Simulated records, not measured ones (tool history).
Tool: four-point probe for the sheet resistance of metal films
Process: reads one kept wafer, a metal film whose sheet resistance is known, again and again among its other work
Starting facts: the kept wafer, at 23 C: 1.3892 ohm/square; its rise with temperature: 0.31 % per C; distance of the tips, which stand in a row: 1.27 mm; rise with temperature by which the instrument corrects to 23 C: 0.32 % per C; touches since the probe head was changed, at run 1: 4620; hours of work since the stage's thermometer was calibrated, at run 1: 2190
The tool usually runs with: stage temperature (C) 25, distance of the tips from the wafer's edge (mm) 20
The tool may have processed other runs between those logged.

run,hour,stage temperature (C),distance of the tips from the wafer's edge (mm),touches since the probe head was changed,hours of work since the stage's thermometer was calibrated,sheet resistance as the instrument gives it (ohm/square)
1,0.0,25,20,4620,2190,1.386588
2,88.1,25,18,7979,2258,1.388403
3,146.2,25,18,10197,2302,1.388094
4,236.1,25,18,13624,2372,1.389725
5,282.3,25,68,15386,2407,1.386942
6,353.2,26,20,18091,2462,1.389493
7,425.9,25,36,20864,2518,1.388384
8,518.8,25,36,24407,2589,1.388812
9,609.2,25,61,27858,2659,1.389565
# hour 634.4: stage's thermometer calibrated
10,699.4,25,20,31277,50,1.395896
11,777.3,25,20,34248,110,1.396432
12,829.0,25,22,36219,150,1.395946
13,889.6,22,6,38534,197,1.428002
14,962.1,25,7,41299,253,1.419850
15,1066.5,22,10,45282,333,1.408969
16,1165.1,25,4,49040,409,1.468526
17,1223.9,25,6,51282,454,1.430059
18,1298.8,25,6,54139,512,1.431134
19,1349.8,25,6,56086,551,1.431433
20,1418.4,33,25,58701,604,1.399387
21,1518.8,33,25,62531,681,1.400273
22,1600.5,33,37,65647,744,1.400500
23,1707.7,33,37,69737,827,1.401017
24,1775.2,33,4,72313,879,1.472682

Alternative continuations, all from the tool just after run 24; predict every row:
A,1864.1,25,41,75703,948,?
B,1864.1,30,38,75703,948,?
C,1864.1,27,4,75703,948,?

run,sheet resistance as the instrument gives it (ohm/square)
A,1.404304
B,1.403096
C,1.475626
What these runs would have given with no unlogged condition in the tool:
run,sheet resistance as the instrument gives it (ohm/square)
A,1.389485
B,1.388279
C,1.460118
